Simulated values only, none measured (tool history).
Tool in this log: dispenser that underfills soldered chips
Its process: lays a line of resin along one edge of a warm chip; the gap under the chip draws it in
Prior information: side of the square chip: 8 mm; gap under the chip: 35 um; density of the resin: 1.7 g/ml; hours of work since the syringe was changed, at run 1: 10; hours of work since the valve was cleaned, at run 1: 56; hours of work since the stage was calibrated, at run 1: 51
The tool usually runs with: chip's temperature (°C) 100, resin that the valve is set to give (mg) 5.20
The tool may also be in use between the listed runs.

run,hour,chip's temperature (°C),resin that the valve is set to give (mg),hours of work since the syringe was changed,hours of work since the valve was cleaned,hours of work since the stage was calibrated,time until the resin shows at the far edge (s),resin that the valve gave (mg)
1,0.0,100,5.20,10,56,51,150.6,5.02
# hour 2.3: new syringe of resin
2,4.1,95,5.20,1,58,54,81.7,5.03
3,8.8,95,5.05,4,62,57,108.7,4.91
4,13.5,100,5.20,8,65,60,123.5,5.01
5,18.5,100,5.20,11,68,64,167.4,5.05
# hour 19.2: new syringe of resin
6,22.8,100,5.52,3,71,66,79.4,5.33
7,27.0,100,5.52,5,74,69,102.0,5.36
8,29.2,100,5.52,7,75,71,118.2,5.33
9,33.7,100,5.52,10,78,74,152.2,5.31
# hour 36.2: new syringe of resin
10,38.0,112,5.52,1,81,77,53.7,5.29
11,41.1,100,5.20,3,83,79,85.9,4.99
# hour 43.2: dispensing valve cleaned and set on the balance
12,45.5,100,5.20,6,2,81,106.4,5.17
13,48.4,100,5.20,8,4,83,126.9,5.21
14,52.8,100,5.20,11,7,86,162.6,5.18
# hour 54.1: new syringe of resin
15,57.8,100,5.22,3,10,89,81.1,5.18
16,60.5,100,5.22,4,12,91,93.9,5.18
17,63.5,100,5.45,6,14,93,110.6,5.44
18,67.0,100,5.20,9,16,96,138.7,5.16
19,70.5,100,4.65,11,18,98,174.5,4.56
# hour 71.1: new syringe of resin
20,74.4,92,4.60,2,21,100,99.7,4.55
21,77.1,105,5.73,4,23,102,78.7,5.64
22,79.9,105,5.73,6,25,104,94.7,5.69
23,83.3,110,5.21,8,27,106,103.5,5.15
24,85.4,102,5.65,10,28,108,142.7,5.55
# hour 88.1: new syringe of resin
25,88.6,105,5.05,0,30,110,60.9,4.97
26,91.9,86,4.68,3,33,112,123.7,4.61
27,94.9,86,4.68,5,35,114,146.4,4.62
28,99.5,86,4.68,8,38,117,195.2,4.60
29,102.7,86,4.68,10,40,120,229.9,4.56
# hour 105.3: new syringe of resin
30,106.8,113,4.87,1,43,122,52.2,4.81
31,109.0,113,4.87,3,44,124,60.4,4.77
32,112.6,108,6.32,5,47,126,79.2,6.19
33,116.6,108,6.32,8,49,129,97.7,6.17
34,119.8,110,5.77,10,52,131,117.4,5.65
# hour 122.1: new syringe of resin
35,123.6,99,6.76,1,54,133,70.3,6.57
36,126.7,114,6.76,3,56,136,58.9,6.60
37,130.8,114,6.76,6,59,138,75.1,6.59

What would each run have given without the hidden state, its run-to-run variation left as it was?
The tool's hidden condition here consists of: resin's viscosity, % of fresh resin's; dose that the valve gives, % of what is set; true chip temperature over the reading, C; drift of the gauge itself on fill_s, %; drift of the gauge itself on given_mg, %.
run,time until the resin shows at the far edge (s),resin that the valve gave (mg)
1,65.0,5.16
2,74.3,5.18
3,75.0,5.06
4,64.8,5.17
5,65.8,5.22
6,62.8,5.52
7,62.9,5.56
8,64.3,5.53
9,63.4,5.52
10,48.1,5.50
11,63.7,5.20
12,65.7,5.17
13,66.1,5.22
14,65.7,5.19
15,65.6,5.20
16,64.8,5.21
17,64.2,5.48
18,65.0,5.20
19,67.2,4.60
20,82.4,4.59
21,55.5,5.70
22,56.8,5.75
23,50.8,5.21
24,61.8,5.62
25,58.3,5.04
26,97.2,4.67
27,96.6,4.69
28,98.6,4.68
29,96.4,4.64
30,47.7,4.90
31,48.6,4.87
32,51.7,6.32
33,50.5,6.31
34,50.5,5.78
35,63.4,6.73
36,44.3,6.77
37,44.2,6.77
